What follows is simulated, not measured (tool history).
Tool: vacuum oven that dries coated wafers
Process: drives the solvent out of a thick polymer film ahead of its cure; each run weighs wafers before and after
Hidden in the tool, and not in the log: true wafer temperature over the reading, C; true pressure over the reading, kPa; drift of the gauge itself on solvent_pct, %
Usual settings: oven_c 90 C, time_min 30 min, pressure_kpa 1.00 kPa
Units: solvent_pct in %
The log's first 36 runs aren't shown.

run    hour  oven_c  time_min  pressure_kpa  hours of work since the thermocouples were calibrated  hours of work since the vacuum gauge was cleaned of residue  solvent_pct
 37   890.7      76        23          1.32                                                   1052                                                          818         5.65
 38   910.2      78        30          1.00                                                   1065                                                          831         3.83
 39   934.8     105        37          0.52                                                   1082                                                          848         0.48
 40   954.5      91        43          1.19                                                   1095                                                          862         1.70
 41   976.8     101        16          1.00                                                   1111                                                          877         1.98
 42  1006.5      76        30          1.29                                                   1131                                                          897         4.98
 43  1031.3      96        31          2.42                                                   1148                                                          914         3.00
 44  1047.6      96        31          2.42                                                   1159                                                          925         2.90
 45  1071.8      90        16          1.14                                                   1175                                                          942         3.71
 46  1100.1      90        30          0.57                                                   1195                                                          961         1.45
 47  1132.1      96        31          1.50                                                   1217                                                          983         1.89
 48  1158.7      83        21          1.68                                                   1235                                                         1001         5.10

Forecast each of these 3 alternatives for the next run:
  A  1192.0      89        26          0.68                                                   1257                                                         1024            ?
  B  1192.0      90        17          3.54                                                   1257                                                         1024            ?
  C  1192.0      98        21          0.91                                                   1257                                                         1024            ?

run  solvent_pct
  A         1.96
  B         6.12
  C         1.59
Without the tool's hidden state the same runs would have given:
run  solvent_pct
  A         1.95
  B         6.12
  C         1.58
